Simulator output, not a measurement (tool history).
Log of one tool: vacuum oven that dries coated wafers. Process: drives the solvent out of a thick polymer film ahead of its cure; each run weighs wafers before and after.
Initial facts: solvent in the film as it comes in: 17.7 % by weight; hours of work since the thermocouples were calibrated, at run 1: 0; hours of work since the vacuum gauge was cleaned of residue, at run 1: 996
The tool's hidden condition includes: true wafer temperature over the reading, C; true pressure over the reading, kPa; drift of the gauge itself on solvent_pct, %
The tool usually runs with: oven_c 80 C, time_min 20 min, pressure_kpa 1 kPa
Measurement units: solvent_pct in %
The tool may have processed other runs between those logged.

| run | hour | oven_c | time_min | pressure_kpa | hours of work since the thermocouples were calibrated | hours of work since the vacuum gauge was cleaned of residue | solvent_pct |
|---|---|---|---|---|---|---|---|
| 1 | 0 | 80 | 20 | 1 | 0 | 996 | 4.22 |
| 2 | 20.3 | 80 | 20 | 1 | 13 | 1009 | 4.16 |
| 3 | 51.3 | 80 | 20 | 1 | 33 | 1029 | 4.18 |
| 4 | 77.9 | 80 | 20 | 1 | 50 | 1047 | 4.17 |
| 5 | 101.3 | 80 | 20 | 1 | 65 | 1062 | 4.19 |
|  | 115.5 | vacuum gauge cleaned of residue and calibrated |
| 6 | 135.5 | 80 | 20 | 1.08 | 87 | 13 | 4.34 |
| 7 | 178.2 | 80 | 20 | 1.08 | 114 | 41 | 4.37 |
|  | 197.1 | vacuum gauge cleaned of residue and calibrated, once more |
| 8 | 219 | 80 | 20 | 1.08 | 140 | 14 | 3.94 |
| 9 | 242.2 | 80 | 20 | 1.08 | 155 | 29 | 3.92 |
| 10 | 277.5 | 80 | 20 | 1.08 | 177 | 52 | 3.95 |
| 11 | 300.1 | 80 | 20 | 1 | 192 | 67 | 3.91 |
| 12 | 337.3 | 80 | 20 | 1 | 216 | 91 | 3.89 |
| 13 | 362.5 | 80 | 17 | 1 | 232 | 107 | 4.65 |
| 14 | 405.5 | 80 | 17 | 1 | 260 | 135 | 4.61 |
| 15 | 446.7 | 80 | 17 | 1 | 287 | 161 | 4.62 |
| 16 | 476.9 | 80 | 17 | 1 | 306 | 181 | 4.59 |
| 17 | 521.6 | 80 | 26 | 1 | 335 | 210 | 2.74 |
| 18 | 544.7 | 70 | 26 | 1 | 350 | 225 | 6.91 |
| 19 | 572 | 83 | 26 | 1 | 368 | 242 | 1.85 |
| 20 | 616.4 | 94 | 20 | 1 | 397 | 271 | 0.65 |
| 21 | 655.4 | 94 | 20 | 1 | 422 | 296 | 0.63 |
| 22 | 689.5 | 85 | 20 | 1 | 444 | 318 | 2.12 |
| 23 | 713.3 | 85 | 20 | 1 | 459 | 334 | 2.15 |
| 24 | 753.1 | 80 | 20 | 1 | 485 | 360 | 3.83 |
| 25 | 783.5 | 80 | 15 | 3.59 | 505 | 379 | 6.55 |
| 26 | 812.4 | 80 | 15 | 3.59 | 523 | 398 | 6.57 |
| 27 | 835.5 | 80 | 15 | 3.59 | 538 | 413 | 6.62 |
| 28 | 870.4 | 80 | 15 | 3.59 | 561 | 435 | 6.62 |
| 29 | 914.4 | 80 | 15 | 3.59 | 589 | 464 | 6.58 |
| 30 | 935.5 | 71 | 15 | 3.59 | 603 | 477 | 10.37 |
| 31 | 974.2 | 71 | 15 | 3.59 | 628 | 502 | 10.29 |
| 32 | 997.3 | 75 | 20 | 0.79 | 643 | 517 | 5.82 |
| 33 | 1020.8 | 75 | 20 | 0.79 | 658 | 533 | 5.74 |
| 34 | 1043.4 | 69 | 12 | 2.19 | 673 | 547 | 11.12 |
| 35 | 1084.7 | 69 | 12 | 2.19 | 700 | 574 | 11.05 |
| 36 | 1122.3 | 69 | 12 | 2.19 | 724 | 598 | 11.04 |
| 37 | 1154 | 69 | 12 | 2.19 | 744 | 619 | 11.01 |
| 38 | 1191.3 | 88 | 20 | 1.56 | 768 | 643 | 1.68 |
| 39 | 1219 | 84 | 20 | 2.82 | 786 | 661 | 3.38 |
| 40 | 1252.7 | 86 | 13 | 2.82 | 808 | 683 | 4.26 |
| 41 | 1272.4 | 86 | 13 | 2.82 | 821 | 695 | 4.27 |
| 42 | 1306.7 | 86 | 13 | 2.82 | 843 | 718 | 4.3 |
| 43 | 1332.1 | 75 | 20 | 0.84 | 859 | 734 | 5.79 |
| 44 | 1364.3 | 75 | 20 | 0.84 | 880 | 755 | 5.77 |
| 45 | 1399.5 | 75 | 20 | 0.84 | 903 | 778 | 5.77 |
| 46 | 1441 | 75 | 20 | 0.84 | 930 | 804 | 5.79 |
| 47 | 1466.6 | 85 | 20 | 0.84 | 946 | 821 | 2.01 |

Here are 3 independent what-if runs from the current tool condition. What would each one return?
| A | 1510.1 | 80 | 20 | 1 | 975 | 849 | ? |
| B | 1510.1 | 85 | 28 | 0.84 | 975 | 849 | ? |
| C | 1510.1 | 85 | 18 | 0.84 | 975 | 849 | ? |

| run | solvent_pct |
|---|---|
| A | 3.77 |
| B | 1.21 |
| C | 2.38 |
Without the tool's hidden state the same runs would have given:
| run | solvent_pct |
|---|---|
| A | 4.06 |
| B | 1.22 |
| C | 2.58 |
